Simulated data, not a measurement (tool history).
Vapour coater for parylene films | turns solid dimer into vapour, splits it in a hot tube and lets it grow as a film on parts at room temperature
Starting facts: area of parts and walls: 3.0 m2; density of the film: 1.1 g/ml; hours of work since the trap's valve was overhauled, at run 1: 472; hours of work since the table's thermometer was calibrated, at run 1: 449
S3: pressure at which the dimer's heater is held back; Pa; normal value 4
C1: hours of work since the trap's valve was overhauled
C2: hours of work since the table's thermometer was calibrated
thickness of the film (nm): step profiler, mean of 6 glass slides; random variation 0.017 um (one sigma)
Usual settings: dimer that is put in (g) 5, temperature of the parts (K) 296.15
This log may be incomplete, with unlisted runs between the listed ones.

{"run": 1, "day": 0.0, "dimer that is put in (g)": 5, "temperature of the parts (K)": 296.15, "S3": 4, "C1": 472, "C2": 449, "thickness of the film (nm)": 1140}
{"run": 2, "day": 0.767, "dimer that is put in (g)": 5, "temperature of the parts (K)": 296.15, "S3": 4, "C1": 485, "C2": 462, "thickness of the film (nm)": 1150}
{"run": 3, "day": 1.529, "dimer that is put in (g)": 5, "temperature of the parts (K)": 296.15, "S3": 4, "C1": 498, "C2": 475, "thickness of the film (nm)": 1130}
{"run": 4, "day": 2.188, "dimer that is put in (g)": 5, "temperature of the parts (K)": 296.15, "S3": 4, "C1": 509, "C2": 486, "thickness of the film (nm)": 1110}
{"run": 5, "day": 2.621, "dimer that is put in (g)": 5, "temperature of the parts (K)": 296.15, "S3": 4, "C1": 516, "C2": 493, "thickness of the film (nm)": 1130}
{"run": 6, "day": 3.221, "dimer that is put in (g)": 5, "temperature of the parts (K)": 296.15, "S3": 4, "C1": 526, "C2": 503, "thickness of the film (nm)": 1120}
{"run": 7, "day": 3.875, "dimer that is put in (g)": 5, "temperature of the parts (K)": 296.15, "S3": 4, "C1": 537, "C2": 514, "thickness of the film (nm)": 1140}
{"run": 8, "day": 4.458, "dimer that is put in (g)": 5, "temperature of the parts (K)": 296.15, "S3": 4, "C1": 547, "C2": 524, "thickness of the film (nm)": 1140}
{"day": 5.171, "done": "trap's valve overhauled"}
{"run": 9, "day": 5.3, "dimer that is put in (g)": 5, "temperature of the parts (K)": 296.15, "S3": 4, "C1": 2, "C2": 535, "thickness of the film (nm)": 1100}
{"run": 10, "day": 6.012, "dimer that is put in (g)": 5, "temperature of the parts (K)": 296.15, "S3": 4, "C1": 14, "C2": 547, "thickness of the film (nm)": 1130}
{"run": 11, "day": 6.529, "dimer that is put in (g)": 5, "temperature of the parts (K)": 297.15, "S3": 4, "C1": 23, "C2": 556, "thickness of the film (nm)": 1070}
{"run": 12, "day": 7.242, "dimer that is put in (g)": 5, "temperature of the parts (K)": 297.15, "S3": 4, "C1": 35, "C2": 568, "thickness of the film (nm)": 1080}
{"run": 13, "day": 8.088, "dimer that is put in (g)": 5, "temperature of the parts (K)": 297.15, "S3": 4, "C1": 49, "C2": 582, "thickness of the film (nm)": 1100}
{"run": 14, "day": 8.75, "dimer that is put in (g)": 5, "temperature of the parts (K)": 296.15, "S3": 4, "C1": 60, "C2": 593, "thickness of the film (nm)": 1120}
{"run": 15, "day": 9.167, "dimer that is put in (g)": 5, "temperature of the parts (K)": 296.15, "S3": 4, "C1": 67, "C2": 600, "thickness of the film (nm)": 1110}
{"run": 16, "day": 9.55, "dimer that is put in (g)": 8, "temperature of the parts (K)": 302.15, "S3": 2.65, "C1": 73, "C2": 606, "thickness of the film (nm)": 1580}
{"run": 17, "day": 9.954, "dimer that is put in (g)": 4, "temperature of the parts (K)": 298.15, "S3": 2.65, "C1": 80, "C2": 613, "thickness of the film (nm)": 920}
{"run": 18, "day": 10.883, "dimer that is put in (g)": 2, "temperature of the parts (K)": 290.15, "S3": 4, "C1": 96, "C2": 629, "thickness of the film (nm)": 560}
{"run": 19, "day": 11.588, "dimer that is put in (g)": 2, "temperature of the parts (K)": 290.15, "S3": 4, "C1": 107, "C2": 641, "thickness of the film (nm)": 570}
{"run": 20, "day": 12.129, "dimer that is put in (g)": 5, "temperature of the parts (K)": 299.15, "S3": 4, "C1": 116, "C2": 650, "thickness of the film (nm)": 1040}
{"run": 21, "day": 12.717, "dimer that is put in (g)": 3, "temperature of the parts (K)": 304.15, "S3": 2.59, "C1": 126, "C2": 659, "thickness of the film (nm)": 550}
{"run": 22, "day": 13.312, "dimer that is put in (g)": 3, "temperature of the parts (K)": 299.15, "S3": 6.11, "C1": 136, "C2": 669, "thickness of the film (nm)": 550}
{"run": 23, "day": 14.062, "dimer that is put in (g)": 3, "temperature of the parts (K)": 299.15, "S3": 6.11, "C1": 149, "C2": 682, "thickness of the film (nm)": 540}
{"run": 24, "day": 14.612, "dimer that is put in (g)": 2, "temperature of the parts (K)": 303.15, "S3": 4, "C1": 158, "C2": 691, "thickness of the film (nm)": 360}
{"run": 25, "day": 15.054, "dimer that is put in (g)": 5, "temperature of the parts (K)": 290.15, "S3": 2.61, "C1": 165, "C2": 699, "thickness of the film (nm)": 1460}
{"run": 26, "day": 15.525, "dimer that is put in (g)": 5, "temperature of the parts (K)": 290.15, "S3": 4.79, "C1": 173, "C2": 706, "thickness of the film (nm)": 1360}
{"run": 27, "day": 16.417, "dimer that is put in (g)": 5, "temperature of the parts (K)": 290.15, "S3": 4.79, "C1": 188, "C2": 721, "thickness of the film (nm)": 1340}
{"run": 28, "day": 16.842, "dimer that is put in (g)": 5, "temperature of the parts (K)": 298.15, "S3": 3.77, "C1": 195, "C2": 729, "thickness of the film (nm)": 1070}

Across each entry between runs, compare the hidden state at the last listed run before it with the hidden state at the first listed run after it:
Runs 8 to 9: trap's valve overhauled (day 5.171)
  vapour lost through the trap's worn valve, %: 0.7 -> 0
